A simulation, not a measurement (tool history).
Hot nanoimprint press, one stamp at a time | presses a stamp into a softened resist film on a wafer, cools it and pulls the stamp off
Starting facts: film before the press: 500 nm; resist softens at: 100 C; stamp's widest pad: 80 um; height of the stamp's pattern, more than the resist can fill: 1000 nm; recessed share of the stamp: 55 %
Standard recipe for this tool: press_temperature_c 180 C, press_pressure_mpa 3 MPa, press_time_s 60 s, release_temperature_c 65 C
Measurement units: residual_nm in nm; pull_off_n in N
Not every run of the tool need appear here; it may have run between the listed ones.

| run | day | press_temperature_c | press_pressure_mpa | press_time_s | release_temperature_c | residual_nm | pull_off_n |
|---|---|---|---|---|---|---|---|
| 1 | 0 | 180 | 3 | 60 | 65 | 237.4 | 117 |
|  | 0.467 | stamp cleaned and given a new release coat |
| 2 | 1.417 | 180 | 3 | 60 | 65 | 239.7 | 98 |
| 3 | 2.925 | 180 | 3 | 60 | 65 | 240.8 | 98 |
| 4 | 4.004 | 180 | 3 | 60 | 65 | 240.6 | 100 |
| 5 | 5.433 | 180 | 3 | 60 | 65 | 239.2 | 107 |
| 6 | 7.125 | 180 | 3 | 60 | 65 | 240 | 106 |
| 7 | 8.454 | 180 | 3 | 60 | 65 | 238.6 | 110 |
| 8 | 9.333 | 180 | 3 | 60 | 65 | 243.4 | 110 |
|  | 9.921 | plate thermocouple calibrated |
| 9 | 10.858 | 180 | 3 | 60 | 65 | 246 | 115 |
| 10 | 12.054 | 180 | 3 | 60 | 65 | 244.1 | 113 |
|  | 13.696 | stamp cleaned and given a new release coat |
|  | 13.95 | plate thermocouple calibrated, once more |
| 11 | 13.979 | 180 | 3 | 60 | 65 | 236.6 | 98 |
| 12 | 15.762 | 180 | 3 | 60 | 65 | 240.9 | 98 |
| 13 | 16.95 | 173 | 3 | 60 | 65 | 303 | 107 |
| 14 | 17.917 | 180 | 3 | 60 | 56 | 242.4 | 129 |
| 15 | 19.617 | 180 | 3 | 60 | 56 | 240.5 | 126 |
| 16 | 21.292 | 180 | 3 | 47 | 56 | 258.8 | 131 |
| 17 | 22.05 | 180 | 3 | 47 | 56 | 260.9 | 133 |
| 18 | 23.642 | 190 | 3 | 74 | 65 | 158.4 | 115 |
| 19 | 25.267 | 190 | 3 | 74 | 73 | 159.1 | 92 |
| 20 | 26.592 | 179 | 3.18 | 52 | 50 | 258.4 | 159 |
|  | 26.954 | stamp cleaned and given a new release coat |
| 21 | 28.204 | 180 | 3 | 71 | 51 | 231.6 | 136 |
|  | 29.317 | plate thermocouple calibrated |
| 22 | 29.983 | 172 | 3 | 71 | 55 | 296.1 | 124 |
| 23 | 30.9 | 172 | 3 | 71 | 55 | 296.3 | 121 |
| 24 | 32.438 | 172 | 4.6 | 33 | 55 | 315.3 | 126 |
| 25 | 33.454 | 172 | 4.6 | 33 | 55 | 312.4 | 126 |
| 26 | 34.808 | 184 | 3 | 48 | 70 | 230.8 | 97 |
| 27 | 35.625 | 184 | 2.1 | 48 | 70 | 266.8 | 95 |
| 28 | 37.042 | 183 | 2.44 | 69 | 65 | 230.2 | 113 |
| 29 | 38.496 | 171 | 2.44 | 69 | 65 | 334.5 | 112 |
| 30 | 39.708 | 190 | 2 | 51 | 67 | 227.2 | 110 |

Forecast each of these 3 alternatives for the next run:
|  | 40.183 | stamp cleaned and given a new release coat |
| A | 41.533 | 190 | 2 | 61 | 65 | ? | ? |
|  | 40.183 | stamp cleaned and given a new release coat |
| B | 41.533 | 174 | 1.98 | 60 | 63 | ? | ? |
|  | 40.183 | stamp cleaned and given a new release coat |
| C | 41.533 | 176 | 3 | 60 | 64 | ? | ? |

| run | residual_nm | pull_off_n |
|---|---|---|
| A | 215.6 | 99 |
| B | 348.4 | 100 |
| C | 278.2 | 100 |
Stripped of hidden state, with their random variation kept, the same runs would have yielded:
| run | residual_nm | pull_off_n |
|---|---|---|
| A | 209.4 | 96 |
| B | 341.2 | 98 |
| C | 268.5 | 97 |

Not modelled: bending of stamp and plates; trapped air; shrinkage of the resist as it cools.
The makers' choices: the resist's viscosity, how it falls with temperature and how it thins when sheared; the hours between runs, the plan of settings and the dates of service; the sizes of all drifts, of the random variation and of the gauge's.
